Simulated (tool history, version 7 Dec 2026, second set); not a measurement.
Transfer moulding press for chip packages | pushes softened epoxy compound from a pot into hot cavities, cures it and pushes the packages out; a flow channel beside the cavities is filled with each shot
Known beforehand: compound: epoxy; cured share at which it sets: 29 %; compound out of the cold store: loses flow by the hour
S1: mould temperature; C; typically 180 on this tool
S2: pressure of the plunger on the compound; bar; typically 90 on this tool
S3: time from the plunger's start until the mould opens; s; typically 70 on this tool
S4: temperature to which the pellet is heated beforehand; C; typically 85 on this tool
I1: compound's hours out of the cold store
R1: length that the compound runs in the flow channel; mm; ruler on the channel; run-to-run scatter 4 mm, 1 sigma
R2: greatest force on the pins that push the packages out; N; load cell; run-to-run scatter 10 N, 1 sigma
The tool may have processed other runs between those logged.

{"run": 1, "hour": 0.0, "S1": 180, "S2": 90, "S3": 70, "S4": 85, "I1": 15.5, "R1": 646, "R2": 885}
{"hour": 10.7, "done": "cavities cleaned with cleaning compound and waxed"}
{"hour": 17.2, "done": "plunger's sealing rings changed"}
{"run": 2, "hour": 34.1, "S1": 180, "S2": 90, "S3": 70, "S4": 85, "I1": 25.9, "R1": 650, "R2": 655}
{"run": 3, "hour": 58.6, "S1": 180, "S2": 83.1, "S3": 70, "S4": 85, "I1": 44.9, "R1": 570, "R2": 827}
{"hour": 79.2, "done": "cavities cleaned with cleaning compound and waxed"}
{"run": 4, "hour": 88.8, "S1": 180, "S2": 83.1, "S3": 70, "S4": 85, "I1": 9.7, "R1": 655, "R2": 597}
{"run": 5, "hour": 118.7, "S1": 180, "S2": 83.1, "S3": 70, "S4": 85, "I1": 11.6, "R1": 646, "R2": 815}
{"hour": 144.4, "done": "cavities cleaned with cleaning compound and waxed"}
{"run": 6, "hour": 147.9, "S1": 180, "S2": 90, "S3": 70, "S4": 95, "I1": 41.8, "R1": 598, "R2": 525}
{"run": 7, "hour": 161.7, "S1": 180, "S2": 90, "S3": 70, "S4": 95, "I1": 9.4, "R1": 673, "R2": 647}
{"run": 8, "hour": 191.7, "S1": 180, "S2": 90, "S3": 70, "S4": 95, "I1": 45.7, "R1": 579, "R2": 824}
{"hour": 210.1, "done": "cavities cleaned with cleaning compound and waxed"}
{"run": 9, "hour": 215.3, "S1": 179, "S2": 90, "S3": 70, "S4": 85, "I1": 38.7, "R1": 594, "R2": 564}
{"hour": 233.9, "done": "plunger's sealing rings changed"}
{"run": 10, "hour": 238.3, "S1": 179, "S2": 90, "S3": 70, "S4": 85, "I1": 11.3, "R1": 684, "R2": 782}
{"run": 11, "hour": 261.4, "S1": 184, "S2": 90, "S3": 70, "S4": 85, "I1": 38, "R1": 614, "R2": 743}
{"hour": 278.2, "done": "cavities cleaned with cleaning compound and waxed"}
{"run": 12, "hour": 288.0, "S1": 180, "S2": 90, "S3": 70, "S4": 85, "I1": 34.6, "R1": 624, "R2": 583}
{"hour": 292.8, "done": "mould's thermocouples calibrated"}
{"run": 13, "hour": 304.0, "S1": 180, "S2": 90, "S3": 70, "S4": 85, "I1": 32, "R1": 617, "R2": 707}
{"run": 14, "hour": 324.3, "S1": 180, "S2": 90, "S3": 70, "S4": 85, "I1": 33, "R1": 618, "R2": 835}
{"run": 15, "hour": 342.6, "S1": 175, "S2": 90, "S3": 70, "S4": 79, "I1": 47.8, "R1": 590, "R2": 1164}
{"hour": 346.3, "done": "cavities cleaned with cleaning compound and waxed"}
{"hour": 363.7, "done": "mould's thermocouples calibrated, once more"}
{"run": 16, "hour": 371.6, "S1": 180, "S2": 90, "S3": 92, "S4": 85, "I1": 47.5, "R1": 581, "R2": 586}
{"run": 17, "hour": 392.3, "S1": 180, "S2": 90, "S3": 92, "S4": 85, "I1": 19.5, "R1": 633, "R2": 658}
{"hour": 413.4, "done": "cavities cleaned with cleaning compound and waxed"}
{"run": 18, "hour": 423.8, "S1": 180, "S2": 90, "S3": 92, "S4": 85, "I1": 27.1, "R1": 623, "R2": 496}
{"run": 19, "hour": 437.5, "S1": 180, "S2": 90, "S3": 92, "S4": 85, "I1": 21.3, "R1": 629, "R2": 563}
{"hour": 455.5, "done": "plunger's sealing rings changed"}
{"run": 20, "hour": 458.1, "S1": 180, "S2": 90, "S3": 92, "S4": 85, "I1": 47.3, "R1": 602, "R2": 652}
{"run": 21, "hour": 471.0, "S1": 180, "S2": 90, "S3": 72, "S4": 85, "I1": 13.3, "R1": 683, "R2": 826}
{"hour": 482.4, "done": "cavities cleaned with cleaning compound and waxed"}
{"run": 22, "hour": 491.9, "S1": 180, "S2": 90, "S3": 72, "S4": 85, "I1": 12, "R1": 684, "R2": 580}
{"run": 23, "hour": 514.7, "S1": 182, "S2": 90, "S3": 70, "S4": 79, "I1": 46.9, "R1": 585, "R2": 684}
{"run": 24, "hour": 529.8, "S1": 186, "S2": 74.6, "S3": 70, "S4": 85, "I1": 47.9, "R1": 532, "R2": 691}
{"hour": 549.3, "done": "cavities cleaned with cleaning compound and waxed"}
{"run": 25, "hour": 555.5, "S1": 186, "S2": 74.6, "S3": 70, "S4": 85, "I1": 15.5, "R1": 596, "R2": 475}
{"run": 26, "hour": 575.3, "S1": 182, "S2": 74.6, "S3": 70, "S4": 85, "I1": 45.8, "R1": 529, "R2": 665}
{"run": 27, "hour": 589.6, "S1": 182, "S2": 102.2, "S3": 70, "S4": 90, "I1": 22.1, "R1": 685, "R2": 748}

What if the next run were any one of these 5? Each begins from the tool's condition after run 27:
{"run": "A", "hour": 603.2, "S1": 182, "S2": 68.8, "S3": 70, "S4": 90, "I1": 20.6, "R1": "?", "R2": "?"}
{"run": "B", "hour": 603.2, "S1": 177, "S2": 102.2, "S3": 70, "S4": 90, "I1": 20.8, "R1": "?", "R2": "?"}
{"run": "C", "hour": 603.2, "S1": 178, "S2": 90, "S3": 70, "S4": 85, "I1": 21.3, "R1": "?", "R2": "?"}
{"run": "D", "hour": 603.2, "S1": 177, "S2": 84.4, "S3": 70, "S4": 90, "I1": 32.3, "R1": "?", "R2": "?"}
{"run": "E", "hour": 603.2, "S1": 182, "S2": 89.1, "S3": 83, "S4": 76, "I1": 25.8, "R1": "?", "R2": "?"}

run=A R1=562 R2=797
run=B R1=690 R2=956
run=C R1=642 R2=944
run=D R1=601 R2=924
run=E R1=621 R2=709
With the hidden condition removed and each run's random variation left untouched, the same runs would have given:
run=A R1=584 R2=455
run=B R1=717 R2=545
run=C R1=667 R2=538
run=D R1=625 R2=527
run=E R1=645 R2=406
